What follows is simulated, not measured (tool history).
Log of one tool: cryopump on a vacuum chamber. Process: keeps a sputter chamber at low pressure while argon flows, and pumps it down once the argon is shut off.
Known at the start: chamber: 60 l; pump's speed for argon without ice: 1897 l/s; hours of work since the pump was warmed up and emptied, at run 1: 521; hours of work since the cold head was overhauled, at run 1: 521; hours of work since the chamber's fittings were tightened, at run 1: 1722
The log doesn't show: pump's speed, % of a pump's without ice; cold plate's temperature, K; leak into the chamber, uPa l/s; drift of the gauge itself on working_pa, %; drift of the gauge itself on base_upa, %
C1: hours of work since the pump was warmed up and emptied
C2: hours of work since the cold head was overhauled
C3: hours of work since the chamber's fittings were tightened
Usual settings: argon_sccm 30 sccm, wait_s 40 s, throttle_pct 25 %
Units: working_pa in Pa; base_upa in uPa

run 1 hour=0.0 | argon_sccm=30 wait_s=40 throttle_pct=25 | C1=521 C2=521 C3=1722 | working_pa=0.1115 base_upa=2.42
run 2 hour=48.0 | argon_sccm=30 wait_s=40 throttle_pct=25 | C1=562 C2=562 C3=1763 | working_pa=0.1125 base_upa=2.48
run 3 hour=102.5 | argon_sccm=30 wait_s=40 throttle_pct=25 | C1=608 C2=608 C3=1809 | working_pa=0.1117 base_upa=2.39
run 4 hour=138.9 | argon_sccm=30 wait_s=40 throttle_pct=42 | C1=639 C2=639 C3=1840 | working_pa=0.0688 base_upa=2.47
run 5 hour=174.5 | argon_sccm=30 wait_s=40 throttle_pct=42 | C1=669 C2=669 C3=1871 | working_pa=0.0695 base_upa=2.49
run 6 hour=233.0 | argon_sccm=30 wait_s=276 throttle_pct=25 | C1=719 C2=719 C3=1920 | working_pa=0.1127 base_upa=1.12
run 7 hour=272.7 | argon_sccm=30 wait_s=40 throttle_pct=22 | C1=752 C2=752 C3=1954 | working_pa=0.1282 base_upa=2.53
run 8 hour=306.8 | argon_sccm=30 wait_s=40 throttle_pct=22 | C1=781 C2=781 C3=1983 | working_pa=0.1290 base_upa=2.56
-- hour=339.1 pump warmed up, emptied and cooled again
run 9 hour=348.2 | argon_sccm=30 wait_s=40 throttle_pct=22 | C1=8 C2=812 C3=2014 | working_pa=0.1205 base_upa=2.40
run 10 hour=394.3 | argon_sccm=30 wait_s=40 throttle_pct=22 | C1=47 C2=851 C3=2053 | working_pa=0.1228 base_upa=2.37
run 11 hour=438.0 | argon_sccm=30 wait_s=40 throttle_pct=25 | C1=84 C2=888 C3=2090 | working_pa=0.1077 base_upa=2.53
run 12 hour=478.0 | argon_sccm=30 wait_s=40 throttle_pct=25 | C1=118 C2=922 C3=2124 | working_pa=0.1080 base_upa=2.47
run 13 hour=536.1 | argon_sccm=30 wait_s=40 throttle_pct=25 | C1=167 C2=972 C3=2173 | working_pa=0.1086 base_upa=2.41
run 14 hour=568.1 | argon_sccm=30 wait_s=40 throttle_pct=25 | C1=194 C2=999 C3=2200 | working_pa=0.1088 base_upa=2.43
run 15 hour=622.1 | argon_sccm=30 wait_s=40 throttle_pct=25 | C1=240 C2=1045 C3=2246 | working_pa=0.1089 base_upa=2.50
run 16 hour=654.4 | argon_sccm=30 wait_s=40 throttle_pct=25 | C1=268 C2=1072 C3=2273 | working_pa=0.1096 base_upa=2.46
run 17 hour=680.4 | argon_sccm=30 wait_s=40 throttle_pct=25 | C1=290 C2=1094 C3=2295 | working_pa=0.1091 base_upa=2.60
run 18 hour=736.0 | argon_sccm=30 wait_s=40 throttle_pct=25 | C1=337 C2=1141 C3=2343 | working_pa=0.1094 base_upa=2.52
-- hour=742.8 leaking fittings of the chamber tightened, without venting
run 19 hour=770.3 | argon_sccm=30 wait_s=242 throttle_pct=18 | C1=364 C2=1169 C3=23 | working_pa=0.1513 base_upa=0.46
run 20 hour=805.3 | argon_sccm=30 wait_s=31 throttle_pct=19 | C1=394 C2=1198 C3=53 | working_pa=0.1447 base_upa=2.32
run 21 hour=851.7 | argon_sccm=30 wait_s=31 throttle_pct=19 | C1=433 C2=1238 C3=92 | working_pa=0.1427 base_upa=2.41
run 22 hour=902.1 | argon_sccm=30 wait_s=31 throttle_pct=19 | C1=476 C2=1280 C3=135 | working_pa=0.1447 base_upa=2.38
run 23 hour=956.7 | argon_sccm=16 wait_s=166 throttle_pct=25 | C1=522 C2=1327 C3=181 | working_pa=0.0587 base_upa=0.71
run 24 hour=1002.3 | argon_sccm=16 wait_s=166 throttle_pct=25 | C1=561 C2=1365 C3=220 | working_pa=0.0586 base_upa=0.71
run 25 hour=1050.1 | argon_sccm=16 wait_s=166 throttle_pct=25 | C1=602 C2=1406 C3=261 | working_pa=0.0596 base_upa=0.72
run 26 hour=1107.6 | argon_sccm=18 wait_s=166 throttle_pct=25 | C1=650 C2=1455 C3=310 | working_pa=0.0669 base_upa=0.73
run 27 hour=1155.6 | argon_sccm=30 wait_s=29 throttle_pct=59 | C1=691 C2=1496 C3=350 | working_pa=0.0516 base_upa=2.54
run 28 hour=1193.5 | argon_sccm=30 wait_s=61 throttle_pct=26 | C1=723 C2=1528 C3=382 | working_pa=0.1083 base_upa=1.42
run 29 hour=1250.8 | argon_sccm=30 wait_s=225 throttle_pct=25 | C1=772 C2=1576 C3=431 | working_pa=0.1137 base_upa=0.66
run 30 hour=1286.6 | argon_sccm=25 wait_s=33 throttle_pct=27 | C1=802 C2=1607 C3=461 | working_pa=0.0886 base_upa=2.43
-- hour=1295.0 pump warmed up, emptied and cooled again
run 31 hour=1337.6 | argon_sccm=26 wait_s=49 throttle_pct=56 | C1=36 C2=1646 C3=500 | working_pa=0.0419 base_upa=1.67
run 32 hour=1394.7 | argon_sccm=16 wait_s=103 throttle_pct=25 | C1=85 C2=1694 C3=549 | working_pa=0.0581 base_upa=1.03
run 33 hour=1433.7 | argon_sccm=29 wait_s=103 throttle_pct=37 | C1=118 C2=1727 C3=582 | working_pa=0.0703 base_upa=1.05
run 34 hour=1465.6 | argon_sccm=50 wait_s=52 throttle_pct=25 | C1=145 C2=1754 C3=609 | working_pa=0.1810 base_upa=1.61
run 35 hour=1516.3 | argon_sccm=50 wait_s=52 throttle_pct=25 | C1=188 C2=1797 C3=652 | working_pa=0.1808 base_upa=1.66

3 ways to go on from here, each from the tool as it stands after run 35. What would each give?
run A hour=1551.0 | argon_sccm=17 wait_s=25 throttle_pct=25 | C1=217 C2=1827 C3=681 | working_pa=? base_upa=?
run B hour=1551.0 | argon_sccm=38 wait_s=94 throttle_pct=60 | C1=217 C2=1827 C3=681 | working_pa=? base_upa=?
run C hour=1551.0 | argon_sccm=55 wait_s=169 throttle_pct=25 | C1=217 C2=1827 C3=681 | working_pa=? base_upa=?

run=A working_pa=0.0612 base_upa=3.01
run=B working_pa=0.0582 base_upa=1.11
run=C working_pa=0.1995 base_upa=0.85
Without the tool's hidden state the same runs would have given:
run=A working_pa=0.0601 base_upa=2.73
run=B working_pa=0.0557 base_upa=0.83
run=C working_pa=0.1959 base_upa=0.57
